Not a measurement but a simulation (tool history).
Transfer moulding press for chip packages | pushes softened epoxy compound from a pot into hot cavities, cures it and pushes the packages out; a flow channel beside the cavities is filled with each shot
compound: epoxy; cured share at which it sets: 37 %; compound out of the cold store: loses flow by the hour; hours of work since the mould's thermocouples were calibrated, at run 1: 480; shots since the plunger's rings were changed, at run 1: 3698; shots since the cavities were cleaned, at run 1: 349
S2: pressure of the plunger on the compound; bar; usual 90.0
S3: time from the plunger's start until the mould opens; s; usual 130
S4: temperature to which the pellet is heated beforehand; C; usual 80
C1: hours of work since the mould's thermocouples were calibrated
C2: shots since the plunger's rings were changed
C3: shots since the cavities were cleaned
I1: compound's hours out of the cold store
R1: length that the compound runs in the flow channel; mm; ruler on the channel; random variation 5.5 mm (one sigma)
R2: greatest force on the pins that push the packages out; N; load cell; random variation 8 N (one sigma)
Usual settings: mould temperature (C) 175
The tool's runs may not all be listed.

run 1 hour=0.0 | mould_temperature_(C)=175 S2=90.0 S3=130 S4=80 | C1=480 C2=3698 C3=349 | I1=17.7 | R1=1015 R2=344
run 2 hour=23.9 | mould_temperature_(C)=175 S2=90.0 S3=130 S4=80 | C1=498 C2=3971 C3=622 | I1=40.5 | R1=939 R2=333
-- hour=63.4 cavities cleaned with cleaning compound and waxed
run 3 hour=75.0 | mould_temperature_(C)=175 S2=90.0 S3=130 S4=80 | C1=535 C2=4536 C3=132 | I1=38.2 | R1=950 R2=343
run 4 hour=116.6 | mould_temperature_(C)=175 S2=90.0 S3=130 S4=88 | C1=566 C2=5011 C3=607 | I1=18.6 | R1=995 R2=348
-- hour=134.6 plunger's sealing rings changed
run 5 hour=145.4 | mould_temperature_(C)=175 S2=90.0 S3=130 S4=88 | C1=585 C2=123 C3=906 | I1=8.1 | R1=1026 R2=352
-- hour=161.7 cavities cleaned with cleaning compound and waxed
run 6 hour=180.3 | mould_temperature_(C)=175 S2=90.0 S3=130 S4=88 | C1=610 C2=505 C3=213 | I1=20.8 | R1=1000 R2=339
run 7 hour=231.0 | mould_temperature_(C)=175 S2=90.0 S3=130 S4=77 | C1=648 C2=1082 C3=790 | I1=24.5 | R1=982 R2=358
-- hour=255.5 cavities cleaned with cleaning compound and waxed
run 8 hour=282.2 | mould_temperature_(C)=175 S2=90.0 S3=130 S4=77 | C1=685 C2=1650 C3=305 | I1=12.8 | R1=1021 R2=366
run 9 hour=313.1 | mould_temperature_(C)=175 S2=90.0 S3=130 S4=77 | C1=707 C2=2002 C3=657 | I1=44.0 | R1=932 R2=339
-- hour=348.4 cavities cleaned with cleaning compound and waxed
run 10 hour=367.2 | mould_temperature_(C)=174 S2=80.3 S3=163 S4=80 | C1=746 C2=2602 C3=215 | I1=23.2 | R1=945 R2=313
run 11 hour=406.3 | mould_temperature_(C)=174 S2=89.3 S3=163 S4=76 | C1=775 C2=3048 C3=661 | I1=31.4 | R1=971 R2=322
-- hour=437.3 mould's thermocouples calibrated
-- hour=442.5 cavities cleaned with cleaning compound and waxed
run 12 hour=442.5 | mould_temperature_(C)=176 S2=89.3 S3=116 S4=76 | C1=3 C2=3421 C3=0 | I1=44.1 | R1=937 R2=351
run 13 hour=468.1 | mould_temperature_(C)=176 S2=102.5 S3=145 S4=76 | C1=22 C2=3712 C3=291 | I1=27.8 | R1=1042 R2=322
run 14 hour=491.3 | mould_temperature_(C)=169 S2=90.0 S3=126 S4=80 | C1=39 C2=3977 C3=556 | I1=41.6 | R1=958 R2=460
run 15 hour=522.3 | mould_temperature_(C)=175 S2=85.3 S3=115 S4=80 | C1=62 C2=4331 C3=910 | I1=11.3 | R1=1008 R2=413
-- hour=534.9 cavities cleaned with cleaning compound and waxed
run 16 hour=574.7 | mould_temperature_(C)=175 S2=73.7 S3=130 S4=80 | C1=100 C2=4911 C3=454 | I1=41.0 | R1=864 R2=340
-- hour=601.6 plunger's sealing rings changed
run 17 hour=625.5 | mould_temperature_(C)=175 S2=69.0 S3=130 S4=78 | C1=136 C2=273 C3=1005 | I1=14.9 | R1=898 R2=355

4 ways to go on from here, each from the tool as it stands after run 17. What would each give?
-- hour=632.0 cavities cleaned with cleaning compound and waxed
run A hour=669.1 | mould_temperature_(C)=177 S2=92.1 S3=130 S4=85 | C1=167 C2=753 C3=423 | I1=28.9 | R1=? R2=?
-- hour=632.0 cavities cleaned with cleaning compound and waxed
run B hour=669.1 | mould_temperature_(C)=180 S2=69.0 S3=130 S4=78 | C1=167 C2=753 C3=423 | I1=34.7 | R1=? R2=?
-- hour=632.0 cavities cleaned with cleaning compound and waxed
run C hour=669.1 | mould_temperature_(C)=181 S2=90.0 S3=117 S4=78 | C1=167 C2=753 C3=423 | I1=47.6 | R1=? R2=?
-- hour=632.0 cavities cleaned with cleaning compound and waxed
run D hour=669.1 | mould_temperature_(C)=179 S2=90.0 S3=114 S4=75 | C1=167 C2=753 C3=423 | I1=11.5 | R1=? R2=?

run=A R1=985 R2=326
run=B R1=829 R2=308
run=C R1=915 R2=330
run=D R1=1003 R2=355
Without the tool's hidden state the same runs would have given:
run=A R1=985 R2=323
run=B R1=829 R2=305
run=C R1=915 R2=327
run=D R1=1003 R2=352
